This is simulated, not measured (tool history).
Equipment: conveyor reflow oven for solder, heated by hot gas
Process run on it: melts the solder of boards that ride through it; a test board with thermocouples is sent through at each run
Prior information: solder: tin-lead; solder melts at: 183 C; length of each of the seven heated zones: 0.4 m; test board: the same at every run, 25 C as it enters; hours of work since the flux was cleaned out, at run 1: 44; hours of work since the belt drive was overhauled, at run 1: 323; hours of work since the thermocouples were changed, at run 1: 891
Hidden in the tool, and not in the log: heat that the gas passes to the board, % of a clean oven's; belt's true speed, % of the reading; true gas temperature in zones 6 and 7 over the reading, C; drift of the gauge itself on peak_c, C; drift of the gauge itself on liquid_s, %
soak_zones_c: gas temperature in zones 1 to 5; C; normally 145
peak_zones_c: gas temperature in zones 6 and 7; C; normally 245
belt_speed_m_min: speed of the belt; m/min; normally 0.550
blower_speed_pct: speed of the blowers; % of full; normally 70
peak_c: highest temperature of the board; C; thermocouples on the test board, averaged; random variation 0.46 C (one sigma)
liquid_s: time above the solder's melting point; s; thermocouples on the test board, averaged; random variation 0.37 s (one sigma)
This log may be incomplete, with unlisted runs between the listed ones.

run     day  soak_zones_c  peak_zones_c  belt_speed_m_min  blower_speed_pct  hours of work since the flux was cleaned out  hours of work since the belt drive was overhauled  hours of work since the thermocouples were changed  peak_c  liquid_s
  1   0.000           145           245             0.550                70                                            44                                                323                                                 891   236.0      81.8
  2   0.604           145           245             0.550                70                                            52                                                331                                                 899   235.5      81.4
  3   1.329           145           245             0.550                70                                            62                                                341                                                 909   235.6      81.9
  4   1.983           145           245             0.550                70                                            71                                                350                                                 918   235.8      80.9
  5   2.733           145           255             0.550                70                                            81                                                360                                                 928   245.1      86.0
  6   3.425           145           255             0.550                70                                            90                                                370                                                 937   245.7      85.1
  7   3.929           145           255             0.550                70                                            97                                                377                                                 944   245.2      86.1
  8   4.354           145           255             0.550                70                                           103                                                383                                                 950   245.2      85.4
      4.562  -- belt drive overhauled, speed set with a stopwatch
  9   5.046           145           255             0.550                70                                           110                                                  7                                                 957   245.2      86.5
 10   5.550           153           255             0.550                67                                           117                                                 13                                                 964   246.1      89.4
 11   5.917           156           245             0.550                59                                           122                                                 18                                                 969   235.2      86.4
 12   6.658           156           245             0.550                59                                           132                                                 29                                                 979   235.2      86.2
 13   7.417           156           245             0.550                82                                           142                                                 39                                                 989   238.4      87.2
 14   8.046           155           247             0.472                83                                           151                                                 48                                                 998   244.7     102.9
      8.654  -- belt drive overhauled, speed set with a stopwatch, once more
 15   8.796           148           247             0.641                83                                           159                                                  2                                                1006   236.5      70.8
 16   9.254           148           247             0.641                83                                           165                                                  8                                                1012   236.3      70.5
 17  10.000           146           245             0.550                77                                           175                                                 18                                                1022   236.7      82.5
     10.438  -- flux residue cleaned out of gas plates and filters
 18  10.725           146           245             0.556                54                                             4                                                 25                                                1029   233.0      79.5

3 options for the next run, each taken on its own from the tool as it stands now. Forecast them:
  A  11.254           146           255             0.556                54                                            11                                                 33                                                1037       ?         ?
  B  11.254           145           245             0.523                70                                            11                                                 33                                                1037       ?         ?
  C  11.254           159           248             0.539                70                                            11                                                 33                                                1037       ?         ?

run  peak_c  liquid_s
  A   242.6      84.5
  B   238.4      87.1
  C   241.3      91.5
With no hidden state in the tool, these same runs would have given:
run  peak_c  liquid_s
  A   239.1      82.5
  B   234.8      85.1
  C   237.7      89.9
